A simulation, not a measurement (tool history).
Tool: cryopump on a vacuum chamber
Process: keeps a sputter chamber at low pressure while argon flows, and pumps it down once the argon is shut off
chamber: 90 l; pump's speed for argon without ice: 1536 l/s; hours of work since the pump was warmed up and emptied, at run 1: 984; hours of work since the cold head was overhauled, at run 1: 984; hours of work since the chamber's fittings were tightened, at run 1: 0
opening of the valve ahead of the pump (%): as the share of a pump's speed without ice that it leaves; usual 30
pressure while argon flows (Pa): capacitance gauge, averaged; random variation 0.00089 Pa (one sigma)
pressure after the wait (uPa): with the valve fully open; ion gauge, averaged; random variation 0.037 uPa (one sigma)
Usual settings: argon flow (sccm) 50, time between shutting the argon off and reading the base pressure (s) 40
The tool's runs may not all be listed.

run    hour  argon flow (sccm)  time between shutting the argon off and reading the base pressure (s)  opening of the valve ahead of the pump (%)  hours of work since the pump was warmed up and emptied  hours of work since the cold head was overhauled  hours of work since the chamber's fittings were tightened  pressure while argon flows (Pa)  pressure after the wait (uPa)
  1     0.0                 50                                                                     40                                          30                                                     984                                               984                                                          0                           0.2062                           2.17
  2    39.0                 50                                                                     40                                          57                                                    1017                                              1017                                                         33                           0.1212                           2.26
  3    96.6                 50                                                                     40                                          57                                                    1065                                              1065                                                         81                           0.1226                           2.20
      117.8  -- pump warmed up, emptied and cooled again
  4   153.2                 50                                                                     40                                          58                                                      30                                              1108                                                        124                           0.0959                           2.15
  5   202.7                 50                                                                     40                                          58                                                      71                                              1149                                                        165                           0.0965                           2.16
  6   255.8                 50                                                                     40                                          58                                                     115                                              1194                                                        209                           0.0970                           2.21
  7   296.4                 50                                                                     40                                          58                                                     149                                              1227                                                        243                           0.0989                           2.27
  8   336.2                 50                                                                     40                                          58                                                     182                                              1261                                                        276                           0.0985                           2.25
  9   366.8                 50                                                                     40                                          34                                                     208                                              1286                                                        302                           0.1672                           2.29
 10   424.9                 50                                                                     40                                          34                                                     256                                              1335                                                        350                           0.1676                           2.29
 11   463.7                 50                                                                     40                                          34                                                     289                                              1367                                                        383                           0.1674                           2.38
 12   531.6                 50                                                                     40                                          34                                                     345                                              1424                                                        439                           0.1702                           2.34
 13   582.2                 50                                                                     40                                          34                                                     387                                              1466                                                        482                           0.1681                           2.36
 14   636.9                 50                                                                     40                                          34                                                     433                                              1512                                                        527                           0.1714                           2.43
 15   699.6                 50                                                                     40                                          28                                                     486                                              1564                                                        580                           0.2058                           2.42
 16   757.8                 50                                                                     40                                          28                                                     534                                              1612                                                        628                           0.2072                           2.49
 17   796.8                 50                                                                     40                                          28                                                     567                                              1645                                                        661                           0.2078                           2.60
 18   851.4                 50                                                                     40                                          30                                                     612                                              1691                                                        706                           0.1970                           2.55
 19   914.1                 69                                                                    190                                          21                                                     665                                              1743                                                        759                           0.3819                           1.17
 20   953.5                 30                                                                     54                                          30                                                     697                                              1776                                                        791                           0.1194                           2.21
 21  1019.1                 30                                                                     54                                          30                                                     752                                              1830                                                        846                           0.1200                           2.25
 22  1085.2                 30                                                                     54                                          30                                                     807                                              1886                                                        901                           0.1210                           2.28
 23  1140.7                 78                                                                     54                                          28                                                     854                                              1932                                                        948                           0.3370                           2.30
 24  1191.7                 23                                                                     68                                          17                                                     896                                              1975                                                        990                           0.1591                           2.07
 25  1252.2                 26                                                                    103                                          30                                                     947                                              2025                                                       1041                           0.1080                           1.76
 26  1296.4                 26                                                                    103                                          30                                                     983                                              2062                                                       1078                           0.1069                           1.78
 27  1350.6                 23                                                                     31                                          27                                                    1029                                              2107                                                       1123                           0.1056                           3.54
 28  1393.8                 23                                                                     31                                          27                                                    1065                                              2143                                                       1159                           0.1061                           3.60
     1413.7  -- pump warmed up, emptied and cooled again
 29  1455.1                 91                                                                    145                                          43                                                      35                                              2190                                                       1206                           0.2362                           1.35
 30  1484.9                 50                                                                     40                                          28                                                      59                                              2215                                                       1231                           0.1981                           2.72
 31  1528.3                 46                                                                    213                                          20                                                      96                                              2251                                                       1267                           0.2564                           1.26
 32  1596.3                 46                                                                    213                                          20                                                     152                                              2308                                                       1324                           0.2571                           1.32
 33  1634.3                 68                                                                    213                                          20                                                     184                                              2340                                                       1355                           0.3802                           1.29
 34  1695.4                 50                                                                    153                                          41                                                     235                                              2391                                                       1406                           0.1379                           1.47
 35  1740.0                 50                                                                    153                                          23                                                     272                                              2428                                                       1444                           0.2440                           1.50

3 ways to go on from here, each from the tool as it stands after run 35. What would each give?
  A  1777.8                 75                                                                    225                                          30                                                     304                                              2459                                                       1475                                ?                              ?
  B  1777.8                 50                                                                    126                                          20                                                     304                                              2459                                                       1475                                ?                              ?
  C  1777.8                 51                                                                    178                                          47                                                     304                                              2459                                                       1475                                ?                              ?

run  pressure while argon flows (Pa)  pressure after the wait (uPa)
  A                           0.2839                           1.38
  B                           0.2787                           1.64
  C                           0.1263                           1.50
Without the tool's hidden state the same runs would have given:
run  pressure while argon flows (Pa)  pressure after the wait (uPa)
  A                           0.2748                           0.52
  B                           0.2726                           0.79
  C                           0.1201                           0.63
